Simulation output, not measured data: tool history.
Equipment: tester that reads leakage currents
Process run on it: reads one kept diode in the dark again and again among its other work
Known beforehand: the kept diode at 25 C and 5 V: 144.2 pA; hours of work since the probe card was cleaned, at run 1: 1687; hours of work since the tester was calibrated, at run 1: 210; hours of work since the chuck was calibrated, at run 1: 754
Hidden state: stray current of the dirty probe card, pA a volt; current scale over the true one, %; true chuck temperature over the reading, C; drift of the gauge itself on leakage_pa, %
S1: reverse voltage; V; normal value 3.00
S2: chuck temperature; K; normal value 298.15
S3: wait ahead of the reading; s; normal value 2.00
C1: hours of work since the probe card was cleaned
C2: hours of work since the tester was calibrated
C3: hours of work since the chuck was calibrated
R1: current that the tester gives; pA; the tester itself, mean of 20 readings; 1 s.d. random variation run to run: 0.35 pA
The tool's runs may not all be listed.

run   hour    S1      S2    S3    C1   C2   C3       R1
  1    0.0  3.00  298.15  2.00  1687  210  754   116.22
      26.1  -- chuck's temperature calibrated
  2   32.8  3.00  298.15  1.79  1710  233    5   115.62
  3   50.7  1.55  298.15  2.00  1724  247   18    86.16
  4   67.0  3.00  298.15  2.00  1736  259   31   115.51
  5   86.2  3.00  298.15  2.00  1751  273   45   116.31
  6  120.5  3.00  298.15  2.00  1776  299   71   114.82
  7  142.2  3.00  298.15  2.00  1793  315   87   116.35
  8  167.5  3.00  298.15  2.00  1812  334  106   116.19
  9  188.3  3.00  298.15  2.00  1827  350  122   115.66
 10  211.7  3.00  298.15  2.00  1845  368  140   116.11
 11  235.5  3.00  298.15  2.00  1863  386  157   116.19
 12  267.6  3.00  298.15  2.00  1887  410  182   116.48
     276.1  -- probe card cleaned and baked
 13  300.8  3.00  298.15  2.00    19  432  204   115.34
 14  327.6  3.00  298.15  2.00    39  453  224   115.68
 15  362.9  3.00  298.15  2.00    65  479  251   115.91
 16  378.0  3.00  298.15  2.00    77  490  262   115.50
 17  410.6  3.00  298.15  2.00   101  515  287   115.96
 18  438.3  3.00  298.15  2.00   122  536  308   116.09
 19  457.5  3.00  298.15  2.00   136  550  322   115.83
 20  481.5  3.00  298.15  2.00   154  568  340   115.90
 21  508.3  3.00  319.15  2.00   175  589  360   699.07
 22  525.9  3.00  294.15  0.63   188  602  374    81.05
 23  554.3  3.92  317.15  3.86   209  623  395   665.71
 24  581.5  3.00  306.15  9.85   230  643  415   235.22
 25  596.0  4.65  333.15  2.00   241  654  426  2470.56
 26  620.2  4.65  295.15  2.00   259  673  444   107.28
 27  650.5  3.00  299.15  0.59   282  695  467   128.34
 28  667.3  3.00  299.15  0.59   294  708  480   127.96
 29  696.4  3.00  298.15  0.78   316  730  502   116.36
 30  715.6  3.00  298.15  0.78   331  744  516   117.44
 31  736.8  7.58  312.15  5.48   346  760  532   590.29
 32  751.7  7.58  312.15  5.48   358  771  543   592.74
 33  768.0  7.61  323.15  0.73   370  784  556  1445.09
 34  795.4  7.61  323.15  0.73   391  804  576  1440.10
 35  814.1  7.61  305.15  3.27   405  818  590   327.30
 36  841.6  7.50  305.15  7.14   425  839  611   324.49
 37  869.6  1.36  299.15  7.14   446  860  632    89.42
 38  903.7  2.03  302.15  7.14   472  886  658   139.48
 39  919.6  2.03  302.15  7.14   484  898  670   139.82

How the hidden state differs across the entries between the runs, from the last listed run before each to the first after it:
From run 1 to run 2: chuck's temperature calibrated (hour 26.1)
  true chuck temperature over the reading, C: 0.02 -> 0
  measured result minus the result with no hidden state, R1: +0.26 -> +0.05 pA
From run 12 to run 13: probe card cleaned and baked (hour 276.1)
  stray current of the dirty probe card, pA a volt: 0.036 -> 0.02; true chuck temperature over the reading, C: 0 -> 0.01
  measured result minus the result with no hidden state, R1: +0.10 -> +0.06 pA
